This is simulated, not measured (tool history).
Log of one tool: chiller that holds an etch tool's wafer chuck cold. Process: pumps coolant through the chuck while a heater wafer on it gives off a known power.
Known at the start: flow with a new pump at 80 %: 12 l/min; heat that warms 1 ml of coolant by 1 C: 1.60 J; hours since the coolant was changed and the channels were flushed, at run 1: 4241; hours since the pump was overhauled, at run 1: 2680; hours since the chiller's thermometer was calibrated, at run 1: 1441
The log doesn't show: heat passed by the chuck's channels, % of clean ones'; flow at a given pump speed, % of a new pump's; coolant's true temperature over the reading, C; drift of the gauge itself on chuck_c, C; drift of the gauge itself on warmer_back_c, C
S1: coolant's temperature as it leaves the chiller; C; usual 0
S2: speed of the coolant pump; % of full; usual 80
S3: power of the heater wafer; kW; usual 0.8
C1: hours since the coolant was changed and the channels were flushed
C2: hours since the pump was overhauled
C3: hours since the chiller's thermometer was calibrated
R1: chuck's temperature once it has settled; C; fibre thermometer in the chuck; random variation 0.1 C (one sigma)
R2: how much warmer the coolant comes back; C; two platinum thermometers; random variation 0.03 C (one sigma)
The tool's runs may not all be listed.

run     day  S1  S2     S3    C1    C2    C3    R1    R2
  1       0   0  80    0.8  4241  2680  1441   9.6  2.51
  2   3.129   0  80    0.8  4316  2755  1516   9.5  2.53
  3   5.671   0  99    0.8  4377  2816  1577   8.2  2.08
  4   9.533   0  99    0.8  4470  2909  1670     8  2.07
  5  11.512   0  80    0.8  4517  2956  1717   9.5  2.63
  6  13.371   0  80    0.8  4562  3001  1762   9.7  2.63
  7  15.483  -2  80    0.8  4613  3052  1812   7.6  2.58
  8  19.517  -2  80    0.8  4709  3149  1909   7.5  2.63
  9   23.25  -2  80    0.8  4799  3238  1999   7.5  2.65
 10  27.258  -2  80    0.8  4895  3334  2095   7.6  2.69
 11  30.775  -2  80  1.104  4979  3419  2179    11  3.66
 12  33.808  -2  80  1.104  5052  3492  2252  11.2  3.66
 13  36.396   0  80    0.8  5114  3554  2314   9.6  2.73
 14  38.417   0  80    0.8  5163  3602  2363   9.6  2.72
 15  40.504   0  80    0.8  5213  3652  2413   9.5  2.78
     42.354  -- chiller's thermometer calibrated
 16  44.096   0  80    0.8  5298  3738    42   9.4  2.79
 17  47.883   0  76    0.8  5389  3828   133   9.9  2.98
 18   50.05   0  76  0.952  5441  3880   185  11.6  3.42
 19  51.729  -3  80    0.8  5481  3921   225   6.5  2.81
 20  54.829  -3  80    0.8  5556  3995   299   6.5  2.86
 21  57.054   9  80  0.608  5609  4048   353  16.2  2.28
 22  60.017   9  80  0.608  5680  4120   424  16.3  2.26
 23  63.425   9  80  0.608  5762  4201   506  16.2  2.28
 24  65.825  -9  80  0.585  5820  4259   563  -1.9  2.24
     66.696  -- gauge calibrated
 25  69.604  -5  80  1.194  5910  4350   654   9.1  3.72
 26  72.754  -8  80    0.8  5986  4425   730   1.4   2.5

5 ways to go on from here, each from the tool as it stands after run 26. What would each give?
  A  74.562  -8  80   1.16  6029  4469  773   ?   ?
  B  74.562  -3  77    0.8  6029  4469  773   ?   ?
  C  74.562  -3  80    0.8  6029  4469  773   ?   ?
  D  74.562  -6  90  1.082  6029  4469  773   ?   ?
  E  74.562   2  70    0.8  6029  4469  773   ?   ?

run    R1    R2
  A   5.7  3.68
  B   6.8  2.61
  C   6.6  2.54
  D   5.7  3.04
  E  12.6  2.95
Without the tool's hidden state the same runs would have given:
run    R1    R2
  A   5.7  3.62
  B   6.8  2.56
  C   6.6  2.49
  D   5.7  2.99
  E  12.6   2.9
